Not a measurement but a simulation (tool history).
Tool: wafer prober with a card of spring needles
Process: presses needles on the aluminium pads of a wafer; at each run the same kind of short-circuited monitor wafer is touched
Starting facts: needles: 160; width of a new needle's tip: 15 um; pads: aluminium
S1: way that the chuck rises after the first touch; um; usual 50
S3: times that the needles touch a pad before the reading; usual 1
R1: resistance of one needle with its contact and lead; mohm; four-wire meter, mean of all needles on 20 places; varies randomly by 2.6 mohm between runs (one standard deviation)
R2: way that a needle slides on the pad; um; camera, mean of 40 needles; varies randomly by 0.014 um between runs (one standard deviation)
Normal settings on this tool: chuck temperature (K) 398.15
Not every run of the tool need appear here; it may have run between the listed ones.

{"run": 1, "hour": 0.0, "S1": 50, "chuck temperature (K)": 398.15, "S3": 1, "R1": 304, "R2": 9.55}
{"run": 2, "hour": 9.2, "S1": 50, "chuck temperature (K)": 398.15, "S3": 1, "R1": 306, "R2": 9.51}
{"run": 3, "hour": 23.6, "S1": 50, "chuck temperature (K)": 398.15, "S3": 1, "R1": 308, "R2": 9.54}
{"run": 4, "hour": 35.2, "S1": 50, "chuck temperature (K)": 398.15, "S3": 1, "R1": 308, "R2": 9.52}
{"run": 5, "hour": 44.0, "S1": 50, "chuck temperature (K)": 398.15, "S3": 1, "R1": 306, "R2": 9.52}
{"run": 6, "hour": 59.2, "S1": 50, "chuck temperature (K)": 346.15, "S3": 1, "R1": 291, "R2": 9.53}
{"run": 7, "hour": 76.2, "S1": 50, "chuck temperature (K)": 346.15, "S3": 1, "R1": 288, "R2": 9.53}
{"run": 8, "hour": 92.0, "S1": 50, "chuck temperature (K)": 398.15, "S3": 1, "R1": 305, "R2": 9.52}
{"run": 9, "hour": 109.3, "S1": 50, "chuck temperature (K)": 398.15, "S3": 1, "R1": 308, "R2": 9.54}
{"run": 10, "hour": 117.3, "S1": 50, "chuck temperature (K)": 398.15, "S3": 1, "R1": 307, "R2": 9.52}
{"run": 11, "hour": 134.7, "S1": 50, "chuck temperature (K)": 398.15, "S3": 1, "R1": 311, "R2": 9.55}
{"run": 12, "hour": 150.8, "S1": 50, "chuck temperature (K)": 398.15, "S3": 1, "R1": 304, "R2": 9.52}
{"run": 13, "hour": 162.4, "S1": 50, "chuck temperature (K)": 398.15, "S3": 1, "R1": 303, "R2": 9.53}
{"run": 14, "hour": 178.3, "S1": 50, "chuck temperature (K)": 398.15, "S3": 1, "R1": 309, "R2": 9.53}
{"run": 15, "hour": 187.5, "S1": 50, "chuck temperature (K)": 398.15, "S3": 1, "R1": 307, "R2": 9.54}
{"run": 16, "hour": 199.7, "S1": 50, "chuck temperature (K)": 398.15, "S3": 1, "R1": 303, "R2": 9.51}
{"run": 17, "hour": 209.1, "S1": 50, "chuck temperature (K)": 398.15, "S3": 1, "R1": 299, "R2": 9.57}
{"run": 18, "hour": 224.4, "S1": 50, "chuck temperature (K)": 398.15, "S3": 1, "R1": 305, "R2": 9.51}
{"run": 19, "hour": 237.9, "S1": 50, "chuck temperature (K)": 398.15, "S3": 1, "R1": 308, "R2": 9.52}
{"run": 20, "hour": 246.1, "S1": 54, "chuck temperature (K)": 316.15, "S3": 2, "R1": 275, "R2": 10.29}
{"run": 21, "hour": 253.5, "S1": 50, "chuck temperature (K)": 398.15, "S3": 2, "R1": 307, "R2": 9.53}
{"run": 22, "hour": 264.7, "S1": 50, "chuck temperature (K)": 330.15, "S3": 1, "R1": 286, "R2": 9.53}
{"run": 23, "hour": 278.6, "S1": 44, "chuck temperature (K)": 330.15, "S3": 1, "R1": 290, "R2": 8.38}
{"run": 24, "hour": 287.2, "S1": 59, "chuck temperature (K)": 323.15, "S3": 1, "R1": 280, "R2": 11.24}
{"run": 25, "hour": 299.8, "S1": 68, "chuck temperature (K)": 398.15, "S3": 1, "R1": 305, "R2": 12.98}
{"run": 26, "hour": 312.8, "S1": 68, "chuck temperature (K)": 398.15, "S3": 2, "R1": 294, "R2": 12.95}
{"run": 27, "hour": 325.1, "S1": 68, "chuck temperature (K)": 333.15, "S3": 2, "R1": 278, "R2": 12.95}
{"run": 28, "hour": 336.4, "S1": 37, "chuck temperature (K)": 333.15, "S3": 1, "R1": 296, "R2": 7.02}
{"run": 29, "hour": 346.4, "S1": 37, "chuck temperature (K)": 333.15, "S3": 1, "R1": 295, "R2": 7.05}
{"run": 30, "hour": 354.9, "S1": 48, "chuck temperature (K)": 398.15, "S3": 1, "R1": 309, "R2": 9.13}
{"run": 31, "hour": 366.2, "S1": 48, "chuck temperature (K)": 398.15, "S3": 1, "R1": 307, "R2": 9.16}
{"run": 32, "hour": 377.3, "S1": 43, "chuck temperature (K)": 368.15, "S3": 1, "R1": 305, "R2": 8.19}
{"run": 33, "hour": 390.7, "S1": 45, "chuck temperature (K)": 353.15, "S3": 1, "R1": 291, "R2": 8.56}
{"run": 34, "hour": 405.4, "S1": 31, "chuck temperature (K)": 300.15, "S3": 2, "R1": 290, "R2": 5.9}

Missing from the log above: 28 entries noted between runs. For each, name the pair of listed runs it sits between and say how the tool's hidden condition differs from the listed run just before to the listed run just after:
In the gap between runs 1 and 2: tips cleaned on abrasive film (hour 4.1)
  debris on the tips, nm: 0.4 -> 0.2
In the gap between runs 2 and 3: tips cleaned on abrasive film (hour 19.8)
  both runs share identical hidden conditions
In the gap between runs 3 and 4: tips cleaned on abrasive film (hour 34.8)
  debris on the tips, nm: 0.2 -> 0.1
In the gap between runs 5 and 6: tips cleaned on abrasive film (hour 50.4)
  both runs share identical hidden conditions
In the gap between runs 6 and 7: tips cleaned on abrasive film (hour 65.7)
  both runs share identical hidden conditions
In the gap between runs 7 and 8: tips cleaned on abrasive film (hour 81.8); height of the first contact set anew (hour 90.5)
  both runs share identical hidden conditions
In the gap between runs 8 and 9: tips cleaned on abrasive film (hour 98.5)
  debris on the tips, nm: 0.3 -> 0.4
In the gap between runs 9 and 10: tips cleaned on abrasive film (hour 114.7)
  debris on the tips, nm: 0.4 -> 0.2
In the gap between runs 10 and 11: tips cleaned on abrasive film (hour 130)
  both runs share identical hidden conditions
In the gap between runs 11 and 12: tips cleaned on abrasive film (hour 145.5)
  debris on the tips, nm: 0.2 -> 0.3
In the gap between runs 12 and 13: tips cleaned on abrasive film (hour 160.8)
  debris on the tips, nm: 0.3 -> 0.1
In the gap between runs 13 and 14: tips cleaned on abrasive film (hour 176.4)
  both runs share identical hidden conditions
In the gap between runs 15 and 16: tips cleaned on abrasive film (hour 192.3)
  debris on the tips, nm: 0.4 -> 0.3
In the gap between runs 16 and 17: tips cleaned on abrasive film (hour 208.2)
  debris on the tips, nm: 0.3 -> 0.1
In the gap between runs 17 and 18: tips cleaned on abrasive film (hour 223.7)
  both runs share identical hidden conditions
In the gap between runs 19 and 20: tips cleaned on abrasive film (hour 238.9)
  debris on the tips, nm: 0.4 -> 0.3
In the gap between runs 21 and 22: tips cleaned on abrasive film (hour 254.8)
  debris on the tips, nm: 0.4 -> 0.3
In the gap between runs 22 and 23: tips cleaned on abrasive film (hour 270.6)
  both runs share identical hidden conditions
In the gap between runs 23 and 24: tips cleaned on abrasive film (hour 286)
  debris on the tips, nm: 0.3 -> 0.1
In the gap between runs 25 and 26: tips cleaned on abrasive film (hour 301.3)
  both runs share identical hidden conditions
In the gap between runs 26 and 27: tips cleaned on abrasive film (hour 317)
  debris on the tips, nm: 0.4 -> 0.3
In the gap between runs 27 and 28: tips cleaned on abrasive film (hour 332.5)
  debris on the tips, nm: 0.3 -> 0.2
In the gap between runs 28 and 29: height of the first contact set anew (hour 339.6)
  debris on the tips, nm: 0.2 -> 0.4
In the gap between runs 29 and 30: tips cleaned on abrasive film (hour 348.6)
  debris on the tips, nm: 0.4 -> 0.2
In the gap between runs 30 and 31: tips cleaned on abrasive film (hour 363.8)
  debris on the tips, nm: 0.2 -> 0.1
In the gap between runs 32 and 33: tips cleaned on abrasive film (hour 379.3)
  both runs share identical hidden conditions
In the gap between runs 33 and 34: tips cleaned on abrasive film (hour 395.1)
  both runs share identical hidden conditions
